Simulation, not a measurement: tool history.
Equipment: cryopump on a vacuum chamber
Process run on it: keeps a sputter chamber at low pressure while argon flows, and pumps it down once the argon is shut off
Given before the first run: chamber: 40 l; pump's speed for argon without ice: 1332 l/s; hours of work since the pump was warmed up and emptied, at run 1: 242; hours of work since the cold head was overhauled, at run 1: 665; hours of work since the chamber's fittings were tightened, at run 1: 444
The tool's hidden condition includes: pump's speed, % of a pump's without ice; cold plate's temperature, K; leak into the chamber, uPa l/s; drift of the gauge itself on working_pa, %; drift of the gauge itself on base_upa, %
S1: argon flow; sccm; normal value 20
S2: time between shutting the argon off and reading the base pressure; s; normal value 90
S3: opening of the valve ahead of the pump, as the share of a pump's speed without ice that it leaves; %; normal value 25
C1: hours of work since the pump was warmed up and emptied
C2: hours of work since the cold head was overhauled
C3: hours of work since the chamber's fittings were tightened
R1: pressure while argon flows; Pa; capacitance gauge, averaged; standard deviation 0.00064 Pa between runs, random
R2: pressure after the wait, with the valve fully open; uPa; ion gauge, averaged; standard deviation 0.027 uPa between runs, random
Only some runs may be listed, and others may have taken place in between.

| run | hour | S1 | S2 | S3 | C1 | C2 | C3 | R1 | R2 |
|---|---|---|---|---|---|---|---|---|---|
| 1 | 0 | 20 | 90 | 25 | 242 | 665 | 444 | 0.1103 | 1.54 |
| 2 | 38 | 20 | 90 | 29 | 259 | 682 | 460 | 0.0974 | 1.62 |
| 3 | 79.8 | 20 | 26 | 29 | 277 | 700 | 479 | 0.0973 | 4.04 |
| 4 | 130.6 | 20 | 90 | 25 | 300 | 723 | 501 | 0.1125 | 1.61 |
| 5 | 200 | 20 | 90 | 16 | 330 | 753 | 532 | 0.1714 | 1.66 |
| 6 | 253 | 20 | 90 | 16 | 354 | 777 | 556 | 0.172 | 1.72 |
|  | 318.6 | pump warmed up, emptied and cooled again |
| 7 | 326.2 | 36 | 90 | 25 | 3 | 807 | 586 | 0.1836 | 1.48 |
| 8 | 400.1 | 20 | 60 | 25 | 36 | 840 | 619 | 0.1037 | 2.06 |
| 9 | 437.7 | 20 | 90 | 25 | 53 | 856 | 635 | 0.1028 | 1.53 |
| 10 | 513.5 | 20 | 90 | 25 | 86 | 890 | 669 | 0.1032 | 1.52 |
| 11 | 572.5 | 20 | 90 | 25 | 112 | 916 | 695 | 0.1055 | 1.58 |
| 12 | 632.8 | 20 | 90 | 39 | 139 | 943 | 722 | 0.069 | 1.61 |
| 13 | 669.5 | 20 | 90 | 25 | 155 | 959 | 738 | 0.1051 | 1.59 |
| 14 | 724.6 | 20 | 90 | 25 | 180 | 983 | 762 | 0.1075 | 1.65 |
| 15 | 764.9 | 20 | 90 | 25 | 198 | 1001 | 780 | 0.108 | 1.61 |
| 16 | 817.1 | 24 | 211 | 19 | 221 | 1024 | 803 | 0.1667 | 1.11 |
| 17 | 855.5 | 30 | 24 | 26 | 238 | 1041 | 820 | 0.1564 | 4.39 |
| 18 | 941.3 | 30 | 24 | 26 | 276 | 1079 | 858 | 0.1594 | 4.58 |
| 19 | 991.8 | 20 | 230 | 41 | 298 | 1102 | 881 | 0.0709 | 1.13 |
| 20 | 1036.2 | 9 | 148 | 25 | 318 | 1121 | 900 | 0.0502 | 1.35 |
| 21 | 1099.1 | 9 | 148 | 25 | 346 | 1149 | 928 | 0.05 | 1.45 |
| 22 | 1176.8 | 9 | 148 | 25 | 380 | 1184 | 963 | 0.0528 | 1.51 |
|  | 1188 | pump warmed up, emptied and cooled again |
| 23 | 1226.7 | 20 | 72 | 25 | 17 | 1204 | 982 | 0.1032 | 1.87 |
| 24 | 1298.8 | 20 | 72 | 25 | 49 | 1236 | 1014 | 0.1034 | 1.94 |
| 25 | 1384.2 | 20 | 72 | 25 | 87 | 1273 | 1052 | 0.1043 | 1.95 |
| 26 | 1470.4 | 11 | 144 | 24 | 125 | 1312 | 1090 | 0.0603 | 1.33 |
| 27 | 1531.5 | 21 | 292 | 20 | 152 | 1339 | 1118 | 0.1391 | 1.05 |
| 28 | 1585.3 | 22 | 52 | 27 | 176 | 1362 | 1141 | 0.1082 | 2.55 |
| 29 | 1670.2 | 10 | 90 | 25 | 214 | 1400 | 1179 | 0.0539 | 1.8 |
| 30 | 1746.3 | 16 | 90 | 25 | 247 | 1434 | 1213 | 0.0878 | 1.9 |

Branching from run 30: 3 alternative next runs. What would each branch give?
| A | 1814.6 | 11 | 41 | 40 | 278 | 1464 | 1243 | ? | ? |
| B | 1814.6 | 16 | 27 | 25 | 278 | 1464 | 1243 | ? | ? |
| C | 1814.6 | 16 | 90 | 30 | 278 | 1464 | 1243 | ? | ? |

| run | R1 | R2 |
|---|---|---|
| A | 0.0396 | 3.17 |
| B | 0.0883 | 4.29 |
| C | 0.0755 | 1.89 |
What these runs would have given with no unlogged condition in the tool:
| run | R1 | R2 |
|---|---|---|
| A | 0.0346 | 2.49 |
| B | 0.081 | 3.62 |
| C | 0.0682 | 1.21 |
